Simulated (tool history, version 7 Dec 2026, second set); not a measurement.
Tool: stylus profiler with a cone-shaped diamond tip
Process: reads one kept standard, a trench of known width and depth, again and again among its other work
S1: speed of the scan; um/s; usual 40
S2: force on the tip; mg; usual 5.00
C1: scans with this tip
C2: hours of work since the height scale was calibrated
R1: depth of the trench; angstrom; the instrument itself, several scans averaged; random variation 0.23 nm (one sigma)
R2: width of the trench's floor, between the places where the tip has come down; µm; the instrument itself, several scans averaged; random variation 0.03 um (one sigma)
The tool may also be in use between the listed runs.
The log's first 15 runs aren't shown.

{"run": 16, "hour": 1526.5, "S1": 41, "S2": 5.0, "C1": 20320, "C2": 1531, "R1": 10268.7, "R2": 46.33}
{"run": 17, "hour": 1605.2, "S1": 41, "S2": 5.0, "C1": 20859, "C2": 1572, "R1": 10269.2, "R2": 46.39}
{"run": 18, "hour": 1698.3, "S1": 25, "S2": 2.71, "C1": 21496, "C2": 1620, "R1": 10177.9, "R2": 46.39}
{"run": 19, "hour": 1810.0, "S1": 44, "S2": 8.18, "C1": 22261, "C2": 1678, "R1": 10372.9, "R2": 46.46}
{"run": 20, "hour": 1922.2, "S1": 126, "S2": 5.37, "C1": 23029, "C2": 1735, "R1": 10282.0, "R2": 46.16}
{"run": 21, "hour": 2039.1, "S1": 126, "S2": 5.37, "C1": 23830, "C2": 1796, "R1": 10275.1, "R2": 46.13}
{"run": 22, "hour": 2130.7, "S1": 18, "S2": 5.0, "C1": 24457, "C2": 1843, "R1": 10269.4, "R2": 46.43}
{"hour": 2185.1, "done": "new tip fitted, height scale calibrated"}
{"run": 23, "hour": 2257.5, "S1": 15, "S2": 6.66, "C1": 496, "C2": 37, "R1": 10323.2, "R2": 46.44}
{"run": 24, "hour": 2378.8, "S1": 34, "S2": 7.67, "C1": 1326, "C2": 100, "R1": 10358.3, "R2": 46.42}
{"run": 25, "hour": 2470.9, "S1": 35, "S2": 5.0, "C1": 1957, "C2": 147, "R1": 10269.8, "R2": 46.37}
{"run": 26, "hour": 2538.3, "S1": 35, "S2": 5.0, "C1": 2418, "C2": 182, "R1": 10265.8, "R2": 46.39}
{"run": 27, "hour": 2647.2, "S1": 35, "S2": 5.0, "C1": 3164, "C2": 238, "R1": 10268.0, "R2": 46.4}
{"run": 28, "hour": 2715.4, "S1": 40, "S2": 5.99, "C1": 3631, "C2": 274, "R1": 10300.3, "R2": 46.39}
{"run": 29, "hour": 2796.7, "S1": 149, "S2": 5.6, "C1": 4188, "C2": 316, "R1": 10291.3, "R2": 46.08}
{"run": 30, "hour": 2897.9, "S1": 149, "S2": 5.6, "C1": 4881, "C2": 368, "R1": 10292.4, "R2": 46.11}
{"run": 31, "hour": 3018.0, "S1": 149, "S2": 5.6, "C1": 5704, "C2": 430, "R1": 10289.4, "R2": 46.05}

4 ways to go on from here, each from the tool as it stands after run 31. What would each give?
{"run": "A", "hour": 3139.2, "S1": 123, "S2": 7.18, "C1": 6534, "C2": 492, "R1": "?", "R2": "?"}
{"run": "B", "hour": 3139.2, "S1": 75, "S2": 5.39, "C1": 6534, "C2": 492, "R1": "?", "R2": "?"}
{"run": "C", "hour": 3139.2, "S1": 35, "S2": 4.02, "C1": 6534, "C2": 492, "R1": "?", "R2": "?"}
{"run": "D", "hour": 3139.2, "S1": 25, "S2": 2.11, "C1": 6534, "C2": 492, "R1": "?", "R2": "?"}

run=A R1=10341.5 R2=46.17
run=B R1=10281.4 R2=46.31
run=C R1=10230.5 R2=46.43
run=D R1=10152.7 R2=46.41
Without the tool's hidden state the same runs would have given:
run=A R1=10341.6 R2=46.17
run=B R1=10281.5 R2=46.31
run=C R1=10230.6 R2=46.43
run=D R1=10152.8 R2=46.41

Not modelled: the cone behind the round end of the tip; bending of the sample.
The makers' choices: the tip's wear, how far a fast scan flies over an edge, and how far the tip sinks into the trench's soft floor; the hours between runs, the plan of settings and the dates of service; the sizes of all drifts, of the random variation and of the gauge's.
